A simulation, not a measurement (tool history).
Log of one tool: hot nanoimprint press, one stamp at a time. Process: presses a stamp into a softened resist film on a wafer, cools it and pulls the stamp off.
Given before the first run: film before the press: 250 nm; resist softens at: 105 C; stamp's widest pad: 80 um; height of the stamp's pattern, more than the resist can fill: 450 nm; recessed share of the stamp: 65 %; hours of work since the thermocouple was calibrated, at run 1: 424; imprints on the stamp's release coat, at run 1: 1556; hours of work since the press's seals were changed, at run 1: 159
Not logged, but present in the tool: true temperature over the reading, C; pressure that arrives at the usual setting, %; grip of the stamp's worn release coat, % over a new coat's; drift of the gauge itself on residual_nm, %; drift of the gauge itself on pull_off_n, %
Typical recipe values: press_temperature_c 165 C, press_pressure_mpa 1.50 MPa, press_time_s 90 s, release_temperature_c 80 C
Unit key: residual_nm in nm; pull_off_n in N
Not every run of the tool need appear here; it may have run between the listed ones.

| run | hour | press_temperature_c | press_pressure_mpa | press_time_s | release_temperature_c | hours of work since the thermocouple was calibrated | imprints on the stamp's release coat | hours of work since the press's seals were changed | residual_nm | pull_off_n |
|---|---|---|---|---|---|---|---|---|---|---|
| 1 | 0.0 | 165 | 1.50 | 90 | 80 | 424 | 1556 | 159 | 94.3 | 163 |
|  | 4.6 | plate thermocouple calibrated |
| 2 | 15.9 | 165 | 1.50 | 90 | 80 | 8 | 1592 | 168 | 104.4 | 165 |
| 3 | 28.5 | 165 | 1.50 | 47 | 80 | 16 | 1628 | 176 | 132.1 | 165 |
| 4 | 40.4 | 165 | 1.50 | 47 | 80 | 24 | 1661 | 184 | 131.8 | 168 |
| 5 | 56.8 | 165 | 1.50 | 47 | 80 | 36 | 1707 | 196 | 130.3 | 175 |
| 6 | 71.8 | 165 | 1.50 | 47 | 80 | 46 | 1749 | 206 | 130.5 | 165 |
| 7 | 86.3 | 165 | 1.50 | 90 | 80 | 56 | 1790 | 216 | 104.4 | 175 |
| 8 | 104.0 | 165 | 1.50 | 90 | 80 | 68 | 1839 | 228 | 103.6 | 176 |
| 9 | 120.6 | 159 | 1.50 | 100 | 80 | 79 | 1886 | 239 | 143.1 | 172 |
|  | 145.0 | stamp cleaned and given a new release coat |
| 10 | 145.0 | 165 | 1.89 | 90 | 80 | 92 | 0 | 252 | 92.2 | 109 |
| 11 | 157.9 | 165 | 1.89 | 90 | 80 | 101 | 36 | 261 | 92.4 | 104 |
| 12 | 177.9 | 155 | 1.89 | 101 | 71 | 115 | 92 | 275 | 160.6 | 111 |
| 13 | 195.7 | 155 | 1.89 | 101 | 71 | 127 | 142 | 287 | 158.2 | 122 |
| 14 | 216.9 | 155 | 1.84 | 146 | 71 | 141 | 202 | 301 | 143.4 | 123 |

Below are 3 alternative next runs, each starting from the tool's condition after run 14. Predict each:
| A | 238.5 | 165 | 2.16 | 98 | 80 | 156 | 262 | 316 | ? | ? |
| B | 238.5 | 167 | 1.69 | 146 | 69 | 156 | 262 | 316 | ? | ? |
| C | 238.5 | 155 | 1.99 | 146 | 71 | 156 | 262 | 316 | ? | ? |

| run | residual_nm | pull_off_n |
|---|---|---|
| A | 82.0 | 111 |
| B | 69.3 | 125 |
| C | 139.2 | 123 |
Had the tool no hidden state, the same runs would have come out as:
| run | residual_nm | pull_off_n |
|---|---|---|
| A | 84.5 | 103 |
| B | 71.4 | 116 |
| C | 143.2 | 115 |

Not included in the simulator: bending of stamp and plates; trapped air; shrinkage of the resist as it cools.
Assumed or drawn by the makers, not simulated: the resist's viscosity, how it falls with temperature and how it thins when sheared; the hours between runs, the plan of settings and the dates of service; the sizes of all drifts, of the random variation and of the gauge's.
